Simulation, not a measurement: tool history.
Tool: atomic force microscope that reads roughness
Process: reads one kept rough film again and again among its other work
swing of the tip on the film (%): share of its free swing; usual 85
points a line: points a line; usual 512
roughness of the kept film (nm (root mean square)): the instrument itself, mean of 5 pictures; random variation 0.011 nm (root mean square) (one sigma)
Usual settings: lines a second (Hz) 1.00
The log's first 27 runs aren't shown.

run,hour,lines a second (Hz),swing of the tip on the film (%),points a line,roughness of the kept film (nm (root mean square))
28,1531.9,2.32,64,556,2.245
29,1607.2,2.32,64,556,2.070
# hour 1627.2: new tip fitted
30,1647.0,2.32,64,556,2.414
31,1697.0,2.86,82,534,2.115
32,1755.7,2.65,77,833,2.027
# hour 1813.6: new tip fitted
33,1820.9,1.48,77,326,2.406
34,1867.7,2.11,60,708,2.346
35,1940.1,0.65,75,576,2.162
# hour 1997.7: new tip fitted
36,2007.8,0.88,70,417,2.471
37,2061.9,2.22,85,453,2.150
38,2114.1,0.67,83,512,2.152
# hour 2181.0: new tip fitted
39,2189.2,0.67,63,273,2.463
40,2224.8,1.46,63,273,2.330
41,2273.9,1.53,62,352,2.226
42,2340.5,1.00,68,1024,2.088
# hour 2365.8: new tip fitted
43,2416.0,1.00,68,1024,2.340
44,2451.4,0.81,84,1024,2.240
45,2509.8,2.38,85,484,1.956
# hour 2548.2: new tip fitted
46,2553.1,2.38,85,484,2.306
47,2627.2,2.38,85,484,2.120
48,2675.2,2.38,85,484,1.998
# hour 2734.2: new tip fitted
49,2751.9,0.85,63,485,2.471
50,2813.9,0.85,63,485,2.278
51,2880.4,1.00,58,512,2.104

5 ways to go on from here, each from the tool as it stands after run 51. What would each give?
# hour 2916.4: new tip fitted
A,2916.4,0.71,73,503,?
# hour 2916.4: new tip fitted
B,2916.4,1.00,85,259,?
# hour 2916.4: new tip fitted
C,2916.4,0.93,64,717,?
# hour 2916.4: new tip fitted
D,2916.4,1.70,66,419,?
# hour 2916.4: new tip fitted
E,2916.4,3.46,85,512,?

run,roughness of the kept film (nm (root mean square))
A,2.501
B,2.423
C,2.521
D,2.478
E,2.222
Without the tool's hidden state the same runs would have given:
run,roughness of the kept film (nm (root mean square))
A,2.497
B,2.420
C,2.517
D,2.474
E,2.219

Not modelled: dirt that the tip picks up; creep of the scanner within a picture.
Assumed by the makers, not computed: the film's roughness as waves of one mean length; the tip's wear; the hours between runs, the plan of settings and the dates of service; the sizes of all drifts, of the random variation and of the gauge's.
